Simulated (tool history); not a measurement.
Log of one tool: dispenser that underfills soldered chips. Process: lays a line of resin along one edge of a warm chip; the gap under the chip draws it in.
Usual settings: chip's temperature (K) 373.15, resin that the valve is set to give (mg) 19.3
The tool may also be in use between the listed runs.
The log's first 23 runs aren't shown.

run	hour	chip's temperature (K)	resin that the valve is set to give (mg)	hours of work since the syringe was changed	hours of work since the valve was cleaned	hours of work since the stage was calibrated	time until the resin shows at the far edge (s)	resin that the valve gave (mg)
# hour 163.0: new syringe of resin
24	164.8	385.15	20.8	1	20	298	191.3	20.52
25	171.2	360.15	20.2	6	25	303	708.1	19.97
# hour 177.4: new syringe of resin
26	181.3	360.15	20.2	3	32	311	642.7	19.91
27	187.0	385.15	20.6	7	36	315	241.7	20.25
# hour 192.1: new syringe of resin
28	197.3	367.15	18.8	4	44	322	480.8	18.48
# hour 206.3: new syringe of resin
29	206.3	361.15	23.5	0	50	329	538.7	22.86
30	213.7	365.15	20.2	6	56	335	560.4	19.42
# hour 220.8: new syringe of resin
31	223.9	365.15	19.1	2	63	342	501.1	18.45
32	233.5	378.15	18.4	10	71	349	369.3	17.65
# hour 235.0: new syringe of resin
33	238.9	378.15	18.4	3	75	353	285.8	17.69
34	247.2	378.15	18.4	9	81	359	359.0	17.68

3 ways to go on from here, each from the tool as it stands after run 34. What would each give?
# hour 250.0: new syringe of resin
A	254.9	372.15	18.4	4	86	365	?	?
# hour 250.0: new syringe of resin
B	254.9	379.15	19.3	4	86	365	?	?
# hour 250.0: new syringe of resin
C	254.9	367.15	21.1	4	86	365	?	?

run	time until the resin shows at the far edge (s)	resin that the valve gave (mg)
A	384.4	17.48
B	273.6	18.37
C	475.5	20.18
Without the tool's hidden state the same runs would have given:
run	time until the resin shows at the far edge (s)	resin that the valve gave (mg)
A	313.4	18.33
B	224.0	19.27
C	389.3	21.16
